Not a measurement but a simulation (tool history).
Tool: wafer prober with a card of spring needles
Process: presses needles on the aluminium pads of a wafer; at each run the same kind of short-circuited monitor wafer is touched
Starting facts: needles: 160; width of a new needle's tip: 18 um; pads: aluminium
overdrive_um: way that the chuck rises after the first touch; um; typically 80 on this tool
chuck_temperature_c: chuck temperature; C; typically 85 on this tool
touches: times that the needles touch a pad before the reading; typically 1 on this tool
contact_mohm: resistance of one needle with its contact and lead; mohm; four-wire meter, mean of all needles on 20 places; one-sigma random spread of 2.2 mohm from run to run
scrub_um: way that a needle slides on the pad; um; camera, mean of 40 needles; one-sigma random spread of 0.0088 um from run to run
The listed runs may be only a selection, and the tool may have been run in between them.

run	day	overdrive_um	chuck_temperature_c	touches	contact_mohm	scrub_um
1	0	80	85	1	285	15.797
2	0.288	80	85	1	301	15.803
# day 0.492: tips cleaned on abrasive film
3	0.904	75	85	1	288	14.79
4	1.429	75	85	1	310	14.788
# day 1.496: tips cleaned on abrasive film
5	1.896	75	85	1	287	14.79
6	2.2	75	85	1	303	14.783
# day 2.467: tips cleaned on abrasive film
7	2.779	80	56	3	251	15.76
8	3.354	80	56	3	257	15.765
# day 3.488: tips cleaned on abrasive film
9	3.942	95	85	3	252	18.724
10	4.438	80	38	1	289	15.755

Below are 4 alternative next runs, each starting from the tool's condition after run 10. Predict each:
# day 4.488: tips cleaned on abrasive film
A	4.917	82	32	1	?	?
# day 4.488: tips cleaned on abrasive film
B	4.917	80	42	1	?	?
# day 4.488: tips cleaned on abrasive film
C	4.917	75	94	3	?	?
# day 4.488: tips cleaned on abrasive film
D	4.917	95	43	2	?	?

run	contact_mohm	scrub_um
A	275	16.133
B	280	15.726
C	263	14.767
D	251	18.714
Had the tool no hidden state, the same runs would have come out as:
run	contact_mohm	scrub_um
A	233	16.205
B	236	15.798
C	247	14.839
D	232	18.786
